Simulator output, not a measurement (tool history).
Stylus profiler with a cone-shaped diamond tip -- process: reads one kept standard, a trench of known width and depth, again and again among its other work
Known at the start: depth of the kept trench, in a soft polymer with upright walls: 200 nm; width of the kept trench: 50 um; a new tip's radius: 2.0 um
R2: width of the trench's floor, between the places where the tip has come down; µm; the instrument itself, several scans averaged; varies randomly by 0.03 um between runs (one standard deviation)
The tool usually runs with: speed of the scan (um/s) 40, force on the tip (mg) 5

run 1 hour=0 | speed_of_the_scan_(um/s)=40 force_on_the_tip_(mg)=5 | depth_of_the_trench_(Å)=2034.4 R2=48.03
run 2 hour=8.2 | speed_of_the_scan_(um/s)=40 force_on_the_tip_(mg)=5 | depth_of_the_trench_(Å)=2034.1 R2=48.05
run 3 hour=20.5 | speed_of_the_scan_(um/s)=40 force_on_the_tip_(mg)=5 | depth_of_the_trench_(Å)=2033.9 R2=48.02
run 4 hour=35.8 | speed_of_the_scan_(um/s)=40 force_on_the_tip_(mg)=5.13 | depth_of_the_trench_(Å)=2034.6 R2=48.02
run 5 hour=47.5 | speed_of_the_scan_(um/s)=40 force_on_the_tip_(mg)=5.13 | depth_of_the_trench_(Å)=2035.1 R2=48.03
run 6 hour=58.7 | speed_of_the_scan_(um/s)=40 force_on_the_tip_(mg)=5.13 | depth_of_the_trench_(Å)=2035.1 R2=48.04
run 7 hour=67.1 | speed_of_the_scan_(um/s)=40 force_on_the_tip_(mg)=5.13 | depth_of_the_trench_(Å)=2034.4 R2=47.98
run 8 hour=81.4 | speed_of_the_scan_(um/s)=40 force_on_the_tip_(mg)=5.13 | depth_of_the_trench_(Å)=2034.5 R2=48.01
run 9 hour=95.7 | speed_of_the_scan_(um/s)=40 force_on_the_tip_(mg)=5.13 | depth_of_the_trench_(Å)=2034 R2=48.03
run 10 hour=103.4 | speed_of_the_scan_(um/s)=40 force_on_the_tip_(mg)=5.13 | depth_of_the_trench_(Å)=2034.2 R2=48
run 11 hour=118.3 | speed_of_the_scan_(um/s)=40 force_on_the_tip_(mg)=5 | depth_of_the_trench_(Å)=2033.8 R2=48.02
run 12 hour=132.6 | speed_of_the_scan_(um/s)=40 force_on_the_tip_(mg)=5 | depth_of_the_trench_(Å)=2033.8 R2=48.01
run 13 hour=146.7 | speed_of_the_scan_(um/s)=49 force_on_the_tip_(mg)=2.15 | depth_of_the_trench_(Å)=2017.9 R2=47.84
run 14 hour=158.5 | speed_of_the_scan_(um/s)=49 force_on_the_tip_(mg)=2.15 | depth_of_the_trench_(Å)=2018.5 R2=47.89
run 15 hour=170.7 | speed_of_the_scan_(um/s)=47 force_on_the_tip_(mg)=5 | depth_of_the_trench_(Å)=2033.4 R2=48.01
run 16 hour=181 | speed_of_the_scan_(um/s)=49 force_on_the_tip_(mg)=2.08 | depth_of_the_trench_(Å)=2017.7 R2=47.84
run 17 hour=189.5 | speed_of_the_scan_(um/s)=49 force_on_the_tip_(mg)=2.08 | depth_of_the_trench_(Å)=2017.3 R2=47.8
run 18 hour=203.4 | speed_of_the_scan_(um/s)=49 force_on_the_tip_(mg)=2.08 | depth_of_the_trench_(Å)=2017.8 R2=47.84
run 19 hour=210.5 | speed_of_the_scan_(um/s)=49 force_on_the_tip_(mg)=2.08 | depth_of_the_trench_(Å)=2017.7 R2=47.85
run 20 hour=220.2 | speed_of_the_scan_(um/s)=78 force_on_the_tip_(mg)=5 | depth_of_the_trench_(Å)=2032.9 R2=47.83
run 21 hour=227.4 | speed_of_the_scan_(um/s)=16 force_on_the_tip_(mg)=2.31 | depth_of_the_trench_(Å)=2019.2 R2=48.03

3 options for the next run, each taken on its own from the tool as it stands now. Forecast them:
run A hour=241.8 | speed_of_the_scan_(um/s)=28 force_on_the_tip_(mg)=13.99 | depth_of_the_trench_(Å)=? R2=?
run B hour=241.8 | speed_of_the_scan_(um/s)=40 force_on_the_tip_(mg)=9.51 | depth_of_the_trench_(Å)=? R2=?
run C hour=241.8 | speed_of_the_scan_(um/s)=30 force_on_the_tip_(mg)=2.31 | depth_of_the_trench_(Å)=? R2=?

run=A depth_of_the_trench_(Å)=2067.8 R2=48.04
run=B depth_of_the_trench_(Å)=2052 R2=47.95
run=C depth_of_the_trench_(Å)=2018.5 R2=47.93
The same runs, with their run-to-run variation unchanged, on a tool lacking any hidden condition would have given:
run=A depth_of_the_trench_(Å)=2070 R2=48.19
run=B depth_of_the_trench_(Å)=2054.2 R2=48.1
run=C depth_of_the_trench_(Å)=2020.6 R2=48.08

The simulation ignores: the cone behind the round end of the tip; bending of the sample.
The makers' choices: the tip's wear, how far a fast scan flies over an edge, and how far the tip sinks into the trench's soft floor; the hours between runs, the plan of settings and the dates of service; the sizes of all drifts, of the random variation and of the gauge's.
